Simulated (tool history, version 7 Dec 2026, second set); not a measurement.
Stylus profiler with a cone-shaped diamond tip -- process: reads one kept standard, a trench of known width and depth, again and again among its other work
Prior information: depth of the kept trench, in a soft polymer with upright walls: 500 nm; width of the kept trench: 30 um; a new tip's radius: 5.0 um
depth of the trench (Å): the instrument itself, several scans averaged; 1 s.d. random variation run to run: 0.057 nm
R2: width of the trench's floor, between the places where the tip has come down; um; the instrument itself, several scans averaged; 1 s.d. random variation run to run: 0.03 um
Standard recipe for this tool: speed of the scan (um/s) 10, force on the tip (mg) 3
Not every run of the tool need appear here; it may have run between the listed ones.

{"run": 1, "day": 0.0, "speed of the scan (um/s)": 10, "force on the tip (mg)": 3, "depth of the trench (Å)": 5026.8, "R2": 23.4}
{"run": 2, "day": 0.254, "speed of the scan (um/s)": 28, "force on the tip (mg)": 3, "depth of the trench (Å)": 5027, "R2": 23.38}
{"run": 3, "day": 0.562, "speed of the scan (um/s)": 28, "force on the tip (mg)": 3, "depth of the trench (Å)": 5026.8, "R2": 23.35}
{"run": 4, "day": 1.1, "speed of the scan (um/s)": 28, "force on the tip (mg)": 3, "depth of the trench (Å)": 5026.2, "R2": 23.28}
{"run": 5, "day": 1.421, "speed of the scan (um/s)": 37, "force on the tip (mg)": 3, "depth of the trench (Å)": 5025.8, "R2": 23.22}
{"run": 6, "day": 1.917, "speed of the scan (um/s)": 37, "force on the tip (mg)": 3, "depth of the trench (Å)": 5026.4, "R2": 23.21}
{"run": 7, "day": 2.483, "speed of the scan (um/s)": 10, "force on the tip (mg)": 4.04, "depth of the trench (Å)": 5033.7, "R2": 23.33}
{"run": 8, "day": 3.092, "speed of the scan (um/s)": 10, "force on the tip (mg)": 4.04, "depth of the trench (Å)": 5033.1, "R2": 23.26}
{"run": 9, "day": 3.442, "speed of the scan (um/s)": 10, "force on the tip (mg)": 4.04, "depth of the trench (Å)": 5033, "R2": 23.26}
{"run": 10, "day": 3.733, "speed of the scan (um/s)": 10, "force on the tip (mg)": 4.04, "depth of the trench (Å)": 5031.9, "R2": 23.24}
{"run": 11, "day": 4.271, "speed of the scan (um/s)": 4, "force on the tip (mg)": 1.72, "depth of the trench (Å)": 5016, "R2": 23.21}
{"run": 12, "day": 4.733, "speed of the scan (um/s)": 4, "force on the tip (mg)": 2.43, "depth of the trench (Å)": 5021.3, "R2": 23.3}
{"run": 13, "day": 5.312, "speed of the scan (um/s)": 37, "force on the tip (mg)": 2.21, "depth of the trench (Å)": 5021, "R2": 23.09}
{"run": 14, "day": 5.829, "speed of the scan (um/s)": 37, "force on the tip (mg)": 2.21, "depth of the trench (Å)": 5019, "R2": 23.09}
{"run": 15, "day": 6.267, "speed of the scan (um/s)": 18, "force on the tip (mg)": 5.11, "depth of the trench (Å)": 5039.8, "R2": 23.14}
{"run": 16, "day": 6.638, "speed of the scan (um/s)": 16, "force on the tip (mg)": 3.52, "depth of the trench (Å)": 5029.6, "R2": 23.09}
{"run": 17, "day": 7.192, "speed of the scan (um/s)": 7, "force on the tip (mg)": 3.52, "depth of the trench (Å)": 5030.1, "R2": 23.14}
{"run": 18, "day": 7.717, "speed of the scan (um/s)": 10, "force on the tip (mg)": 1.71, "depth of the trench (Å)": 5016.1, "R2": 23.06}
{"run": 19, "day": 7.996, "speed of the scan (um/s)": 10, "force on the tip (mg)": 7.12, "depth of the trench (Å)": 5050.6, "R2": 23.07}
{"run": 20, "day": 8.604, "speed of the scan (um/s)": 10, "force on the tip (mg)": 7.12, "depth of the trench (Å)": 5050.8, "R2": 23.1}

Consider 4 possible next runs. They are alternatives, not a sequence: every one starts from the tool as it was left by run 20. What does each give?
{"run": "A", "day": 9.121, "speed of the scan (um/s)": 10, "force on the tip (mg)": 7.58, "depth of the trench (Å)": "?", "R2": "?"}
{"run": "B", "day": 9.121, "speed of the scan (um/s)": 3, "force on the tip (mg)": 4.21, "depth of the trench (Å)": "?", "R2": "?"}
{"run": "C", "day": 9.121, "speed of the scan (um/s)": 11, "force on the tip (mg)": 2.76, "depth of the trench (Å)": "?", "R2": "?"}
{"run": "D", "day": 9.121, "speed of the scan (um/s)": 22, "force on the tip (mg)": 5.7, "depth of the trench (Å)": "?", "R2": "?"}

run=A depth_of_the_trench_(Å)=5053.7 R2=22.99
run=B depth_of_the_trench_(Å)=5033.4 R2=23.01
run=C depth_of_the_trench_(Å)=5024.2 R2=22.95
run=D depth_of_the_trench_(Å)=5041.7 R2=23
What these runs would have given with no unlogged condition in the tool:
run=A depth_of_the_trench_(Å)=5060.7 R2=25.59
run=B depth_of_the_trench_(Å)=5040.4 R2=25.61
run=C depth_of_the_trench_(Å)=5031.1 R2=25.55
run=D depth_of_the_trench_(Å)=5048.7 R2=25.59

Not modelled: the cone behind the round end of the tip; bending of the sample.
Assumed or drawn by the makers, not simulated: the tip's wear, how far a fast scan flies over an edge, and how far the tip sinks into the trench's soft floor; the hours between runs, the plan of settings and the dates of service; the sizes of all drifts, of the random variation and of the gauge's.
